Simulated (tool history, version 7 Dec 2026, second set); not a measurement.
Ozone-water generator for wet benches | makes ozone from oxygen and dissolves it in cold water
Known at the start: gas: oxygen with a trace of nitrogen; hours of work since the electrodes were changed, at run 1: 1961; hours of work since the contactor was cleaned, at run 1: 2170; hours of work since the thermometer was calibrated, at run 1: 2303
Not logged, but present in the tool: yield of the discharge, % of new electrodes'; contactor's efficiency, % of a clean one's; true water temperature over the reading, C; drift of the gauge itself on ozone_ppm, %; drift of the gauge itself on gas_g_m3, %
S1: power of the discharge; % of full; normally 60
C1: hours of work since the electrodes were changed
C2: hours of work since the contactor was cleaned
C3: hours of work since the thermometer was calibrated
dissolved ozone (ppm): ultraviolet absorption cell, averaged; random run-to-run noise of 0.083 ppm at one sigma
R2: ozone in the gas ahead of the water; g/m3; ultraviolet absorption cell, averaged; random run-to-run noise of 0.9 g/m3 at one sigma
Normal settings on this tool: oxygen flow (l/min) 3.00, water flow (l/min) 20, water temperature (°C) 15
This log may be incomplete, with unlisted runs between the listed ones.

{"run": 1, "day": 0.0, "S1": 60, "oxygen flow (l/min)": 3.0, "water flow (l/min)": 20, "water temperature (°C)": 15, "C1": 1961, "C2": 2170, "C3": 2303, "dissolved ozone (ppm)": 13.08, "R2": 177.9}
{"run": 2, "day": 1.417, "S1": 60, "oxygen flow (l/min)": 3.0, "water flow (l/min)": 20, "water temperature (°C)": 20, "C1": 1992, "C2": 2201, "C3": 2334, "dissolved ozone (ppm)": 12.32, "R2": 178.6}
{"run": 3, "day": 3.438, "S1": 60, "oxygen flow (l/min)": 3.0, "water flow (l/min)": 20, "water temperature (°C)": 8, "C1": 2037, "C2": 2245, "C3": 2379, "dissolved ozone (ppm)": 13.91, "R2": 176.6}
{"run": 4, "day": 4.917, "S1": 60, "oxygen flow (l/min)": 3.0, "water flow (l/min)": 20, "water temperature (°C)": 15, "C1": 2070, "C2": 2278, "C3": 2411, "dissolved ozone (ppm)": 13.21, "R2": 178.5}
{"run": 5, "day": 7.204, "S1": 60, "oxygen flow (l/min)": 3.0, "water flow (l/min)": 20, "water temperature (°C)": 7, "C1": 2120, "C2": 2328, "C3": 2462, "dissolved ozone (ppm)": 14.0, "R2": 177.7}
{"run": 6, "day": 8.475, "S1": 59, "oxygen flow (l/min)": 3.0, "water flow (l/min)": 20, "water temperature (°C)": 15, "C1": 2148, "C2": 2357, "C3": 2490, "dissolved ozone (ppm)": 13.05, "R2": 174.0}
{"run": 7, "day": 10.388, "S1": 74, "oxygen flow (l/min)": 3.0, "water flow (l/min)": 20, "water temperature (°C)": 15, "C1": 2190, "C2": 2399, "C3": 2532, "dissolved ozone (ppm)": 15.22, "R2": 207.0}
{"run": 8, "day": 11.712, "S1": 60, "oxygen flow (l/min)": 3.0, "water flow (l/min)": 20, "water temperature (°C)": 15, "C1": 2220, "C2": 2428, "C3": 2561, "dissolved ozone (ppm)": 13.03, "R2": 177.9}
{"run": 9, "day": 13.842, "S1": 60, "oxygen flow (l/min)": 3.0, "water flow (l/min)": 20, "water temperature (°C)": 15, "C1": 2267, "C2": 2475, "C3": 2608, "dissolved ozone (ppm)": 13.01, "R2": 177.2}
{"run": 10, "day": 15.992, "S1": 97, "oxygen flow (l/min)": 3.0, "water flow (l/min)": 20, "water temperature (°C)": 15, "C1": 2314, "C2": 2522, "C3": 2656, "dissolved ozone (ppm)": 18.38, "R2": 253.4}
{"day": 16.142, "done": "water thermometer calibrated"}
{"run": 11, "day": 18.279, "S1": 97, "oxygen flow (l/min)": 3.0, "water flow (l/min)": 20, "water temperature (°C)": 15, "C1": 2364, "C2": 2572, "C3": 47, "dissolved ozone (ppm)": 18.34, "R2": 250.7}
{"run": 12, "day": 19.633, "S1": 97, "oxygen flow (l/min)": 4.68, "water flow (l/min)": 20, "water temperature (°C)": 20, "C1": 2394, "C2": 2602, "C3": 77, "dissolved ozone (ppm)": 18.66, "R2": 204.7}
{"run": 13, "day": 21.488, "S1": 97, "oxygen flow (l/min)": 4.68, "water flow (l/min)": 20, "water temperature (°C)": 20, "C1": 2435, "C2": 2643, "C3": 118, "dissolved ozone (ppm)": 18.78, "R2": 203.6}
{"run": 14, "day": 22.846, "S1": 97, "oxygen flow (l/min)": 4.68, "water flow (l/min)": 20, "water temperature (°C)": 20, "C1": 2465, "C2": 2673, "C3": 148, "dissolved ozone (ppm)": 18.72, "R2": 202.3}
{"run": 15, "day": 25.242, "S1": 58, "oxygen flow (l/min)": 3.0, "water flow (l/min)": 20, "water temperature (°C)": 19, "C1": 2518, "C2": 2726, "C3": 201, "dissolved ozone (ppm)": 12.08, "R2": 173.9}
{"run": 16, "day": 26.433, "S1": 69, "oxygen flow (l/min)": 3.0, "water flow (l/min)": 20, "water temperature (°C)": 10, "C1": 2544, "C2": 2752, "C3": 227, "dissolved ozone (ppm)": 15.03, "R2": 195.0}

For run 17, what comes out?
{"run": 17, "day": 28.829, "S1": 52, "oxygen flow (l/min)": 1.73, "water flow (l/min)": 13, "water temperature (°C)": 10, "C1": 2597, "C2": 2805, "C3": 280, "dissolved ozone (ppm)": "?", "R2": "?"}

dissolved ozone (ppm): 16.98
R2: 205.3 g/m3
Take away the tool's hidden state, keep the run-to-run variation as it was, and the same run would have given dissolved ozone (ppm) 17.47, R2 209.0 g/m3.

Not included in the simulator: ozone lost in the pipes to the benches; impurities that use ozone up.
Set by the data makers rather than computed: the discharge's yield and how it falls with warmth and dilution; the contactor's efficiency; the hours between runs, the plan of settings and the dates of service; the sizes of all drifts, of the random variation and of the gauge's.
